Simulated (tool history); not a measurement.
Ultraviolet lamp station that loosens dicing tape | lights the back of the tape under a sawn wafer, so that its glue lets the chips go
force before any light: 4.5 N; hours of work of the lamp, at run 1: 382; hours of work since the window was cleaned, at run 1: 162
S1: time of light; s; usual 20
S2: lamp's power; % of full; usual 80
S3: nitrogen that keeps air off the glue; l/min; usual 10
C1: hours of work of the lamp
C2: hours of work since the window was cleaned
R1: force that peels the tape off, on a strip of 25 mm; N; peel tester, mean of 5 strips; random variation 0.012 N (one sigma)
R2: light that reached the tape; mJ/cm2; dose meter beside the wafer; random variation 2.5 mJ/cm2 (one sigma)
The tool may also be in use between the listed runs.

{"run": 1, "day": 0.0, "S1": 20, "S2": 80, "S3": 10, "C1": 382, "C2": 162, "R1": 0.794, "R2": 245}
{"run": 2, "day": 2.058, "S1": 20, "S2": 80, "S3": 10, "C1": 419, "C2": 200, "R1": 0.786, "R2": 239}
{"run": 3, "day": 4.4, "S1": 20, "S2": 80, "S3": 10, "C1": 462, "C2": 243, "R1": 0.845, "R2": 226}
{"run": 4, "day": 6.375, "S1": 20, "S2": 80, "S3": 3, "C1": 498, "C2": 279, "R1": 1.371, "R2": 226}
{"run": 5, "day": 8.725, "S1": 34, "S2": 80, "S3": 10, "C1": 541, "C2": 322, "R1": 0.385, "R2": 375}
{"day": 10.225, "done": "window cleaned of glue's vapour"}
{"run": 6, "day": 11.029, "S1": 34, "S2": 80, "S3": 10, "C1": 583, "C2": 15, "R1": 0.358, "R2": 384}
{"run": 7, "day": 13.283, "S1": 20, "S2": 80, "S3": 10, "C1": 625, "C2": 56, "R1": 0.875, "R2": 218}
{"day": 13.662, "done": "lamp changed"}
{"run": 8, "day": 14.483, "S1": 36, "S2": 80, "S3": 10, "C1": 15, "C2": 77, "R1": 0.245, "R2": 516}
{"run": 9, "day": 15.804, "S1": 36, "S2": 80, "S3": 10, "C1": 39, "C2": 101, "R1": 0.24, "R2": 514}
{"run": 10, "day": 17.229, "S1": 20, "S2": 76, "S3": 10, "C1": 65, "C2": 127, "R1": 0.673, "R2": 265}
{"run": 11, "day": 19.258, "S1": 20, "S2": 76, "S3": 10, "C1": 103, "C2": 165, "R1": 0.682, "R2": 262}
{"run": 12, "day": 20.967, "S1": 20, "S2": 70, "S3": 10, "C1": 134, "C2": 196, "R1": 0.765, "R2": 240}
{"run": 13, "day": 22.992, "S1": 20, "S2": 70, "S3": 10, "C1": 171, "C2": 233, "R1": 0.812, "R2": 232}
{"run": 14, "day": 24.454, "S1": 20, "S2": 80, "S3": 10, "C1": 198, "C2": 260, "R1": 0.697, "R2": 264}
{"run": 15, "day": 26.162, "S1": 20, "S2": 80, "S3": 10, "C1": 229, "C2": 291, "R1": 0.709, "R2": 258}
{"run": 16, "day": 27.875, "S1": 20, "S2": 76, "S3": 10, "C1": 260, "C2": 323, "R1": 0.787, "R2": 238}
{"run": 17, "day": 29.046, "S1": 20, "S2": 76, "S3": 10, "C1": 282, "C2": 344, "R1": 0.814, "R2": 236}
{"day": 29.312, "done": "window cleaned of glue's vapour"}
{"run": 18, "day": 30.471, "S1": 20, "S2": 76, "S3": 10, "C1": 308, "C2": 21, "R1": 0.758, "R2": 249}
{"run": 19, "day": 32.183, "S1": 28, "S2": 80, "S3": 10, "C1": 339, "C2": 53, "R1": 0.405, "R2": 360}
{"run": 20, "day": 33.383, "S1": 20, "S2": 80, "S3": 10, "C1": 361, "C2": 75, "R1": 0.711, "R2": 252}
{"run": 21, "day": 34.504, "S1": 20, "S2": 80, "S3": 10, "C1": 381, "C2": 95, "R1": 0.755, "R2": 244}
{"run": 22, "day": 36.771, "S1": 20, "S2": 80, "S3": 10, "C1": 423, "C2": 137, "R1": 0.761, "R2": 240}
{"run": 23, "day": 37.812, "S1": 11, "S2": 80, "S3": 10, "C1": 442, "C2": 156, "R1": 1.612, "R2": 133}
{"run": 24, "day": 39.788, "S1": 12, "S2": 99, "S3": 6, "C1": 478, "C2": 192, "R1": 1.508, "R2": 173}
{"run": 25, "day": 41.521, "S1": 12, "S2": 99, "S3": 6, "C1": 510, "C2": 224, "R1": 1.513, "R2": 173}
{"run": 26, "day": 43.788, "S1": 12, "S2": 99, "S3": 6, "C1": 551, "C2": 265, "R1": 1.487, "R2": 167}
{"run": 27, "day": 45.233, "S1": 19, "S2": 99, "S3": 5, "C1": 578, "C2": 292, "R1": 0.978, "R2": 254}
{"run": 28, "day": 46.788, "S1": 24, "S2": 62, "S3": 4, "C1": 606, "C2": 320, "R1": 1.37, "R2": 203}
{"day": 48.154, "done": "lamp changed"}
{"day": 48.475, "done": "window cleaned of glue's vapour"}
{"run": 29, "day": 48.917, "S1": 24, "S2": 62, "S3": 4, "C1": 14, "C2": 8, "R1": 0.981, "R2": 275}
{"run": 30, "day": 50.017, "S1": 24, "S2": 62, "S3": 4, "C1": 34, "C2": 28, "R1": 0.997, "R2": 272}
{"run": 31, "day": 52.233, "S1": 24, "S2": 62, "S3": 4, "C1": 74, "C2": 69, "R1": 0.997, "R2": 260}
{"run": 32, "day": 53.375, "S1": 24, "S2": 62, "S3": 4, "C1": 95, "C2": 90, "R1": 1.072, "R2": 258}
{"run": 33, "day": 54.742, "S1": 32, "S2": 62, "S3": 4, "C1": 120, "C2": 115, "R1": 0.675, "R2": 345}
{"run": 34, "day": 56.896, "S1": 13, "S2": 68, "S3": 14, "C1": 160, "C2": 154, "R1": 1.315, "R2": 150}
{"run": 35, "day": 59.142, "S1": 13, "S2": 86, "S3": 12, "C1": 201, "C2": 195, "R1": 1.107, "R2": 187}
{"run": 36, "day": 60.242, "S1": 13, "S2": 86, "S3": 12, "C1": 221, "C2": 216, "R1": 1.078, "R2": 183}
{"run": 37, "day": 62.038, "S1": 13, "S2": 86, "S3": 12, "C1": 254, "C2": 248, "R1": 1.081, "R2": 176}
{"run": 38, "day": 64.046, "S1": 13, "S2": 86, "S3": 12, "C1": 291, "C2": 285, "R1": 1.14, "R2": 173}
{"run": 39, "day": 65.929, "S1": 13, "S2": 86, "S3": 12, "C1": 325, "C2": 320, "R1": 1.199, "R2": 168}
{"day": 67.512, "done": "window cleaned of glue's vapour"}
{"run": 40, "day": 67.625, "S1": 24, "S2": 70, "S3": 11, "C1": 356, "C2": 2, "R1": 0.641, "R2": 268}
{"run": 41, "day": 68.725, "S1": 24, "S2": 70, "S3": 11, "C1": 376, "C2": 22, "R1": 0.647, "R2": 266}
{"run": 42, "day": 71.162, "S1": 24, "S2": 70, "S3": 11, "C1": 421, "C2": 67, "R1": 0.671, "R2": 254}

4 ways to go on from here, each from the tool as it stands after run 42. What would each give?
{"run": "A", "day": 73.108, "S1": 23, "S2": 63, "S3": 10, "C1": 456, "C2": 102, "R1": "?", "R2": "?"}
{"run": "B", "day": 73.108, "S1": 10, "S2": 81, "S3": 13, "C1": 456, "C2": 102, "R1": "?", "R2": "?"}
{"run": "C", "day": 73.108, "S1": 24, "S2": 89, "S3": 7, "C1": 456, "C2": 102, "R1": "?", "R2": "?"}
{"run": "D", "day": 73.108, "S1": 36, "S2": 80, "S3": 10, "C1": 456, "C2": 102, "R1": "?", "R2": "?"}

run=A R1=0.895 R2=215
run=B R1=1.702 R2=118
run=C R1=0.588 R2=315
run=D R1=0.307 R2=430
Without the tool's hidden state the same runs would have given:
run=A R1=0.639 R2=268
run=B R1=1.352 R2=147
run=C R1=0.408 R2=392
run=D R1=0.234 R2=535
